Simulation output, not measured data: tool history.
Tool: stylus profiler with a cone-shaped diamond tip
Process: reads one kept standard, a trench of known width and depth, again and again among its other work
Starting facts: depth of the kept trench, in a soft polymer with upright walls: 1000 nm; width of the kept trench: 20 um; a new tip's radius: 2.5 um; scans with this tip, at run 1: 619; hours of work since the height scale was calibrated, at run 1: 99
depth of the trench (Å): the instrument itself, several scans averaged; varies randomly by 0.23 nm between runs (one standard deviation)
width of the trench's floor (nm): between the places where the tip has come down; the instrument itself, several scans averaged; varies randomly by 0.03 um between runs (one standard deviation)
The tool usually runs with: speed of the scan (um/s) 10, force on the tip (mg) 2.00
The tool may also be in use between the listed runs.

run	day	speed of the scan (um/s)	force on the tip (mg)	scans with this tip	hours of work since the height scale was calibrated	depth of the trench (Å)	width of the trench's floor (nm)
1	0.000	10	2.00	619	99	10096.6	15910
2	0.788	4	2.00	680	109	10097.4	15900
3	1.575	2	2.00	740	118	10100.0	15850
4	2.475	16	2.00	808	129	10095.2	15840
5	3.021	10	2.00	849	136	10099.7	15870
6	3.962	10	2.00	921	147	10103.0	15820
7	4.600	4	2.00	970	155	10103.3	15830
8	5.558	4	2.00	1043	167	10102.4	15850
9	6.321	10	0.92	1101	176	10067.9	15810
10	6.917	10	0.92	1146	183	10062.2	15800
11	7.492	10	0.92	1190	190	10063.6	15780
12	7.929	10	0.92	1224	196	10065.7	15760
13	8.788	10	0.92	1289	206	10064.9	15770
14	9.588	22	2.00	1350	216	10104.8	15710
15	10.546	22	2.00	1423	227	10102.7	15750
16	11.238	3	2.00	1476	236	10106.0	15820
17	12.121	3	2.00	1543	247	10102.1	15710
# day 12.221: height scale calibrated on a step standard
18	12.683	21	1.42	1584	6	10088.8	15670
19	13.179	12	0.73	1622	12	10061.7	15730
20	13.604	12	0.73	1654	17	10063.1	15660
21	14.138	26	2.70	1695	23	10128.1	15690
22	14.971	29	2.62	1758	33	10129.6	15650
23	15.604	2	2.46	1807	41	10124.2	15720
24	16.446	19	4.00	1871	51	10169.6	15670
25	17.017	10	1.74	1914	58	10102.8	15680

Run 26 comes next. What will it give?
26	17.429	2	1.47	1946	63	?	?

Run 26 measured depth of the trench (Å) 10097.6, width of the trench's floor (nm) 15710.
The same run, on a tool lacking any hidden state, would have yielded depth of the trench (Å) 10078.9, width of the trench's floor (nm) 15990.
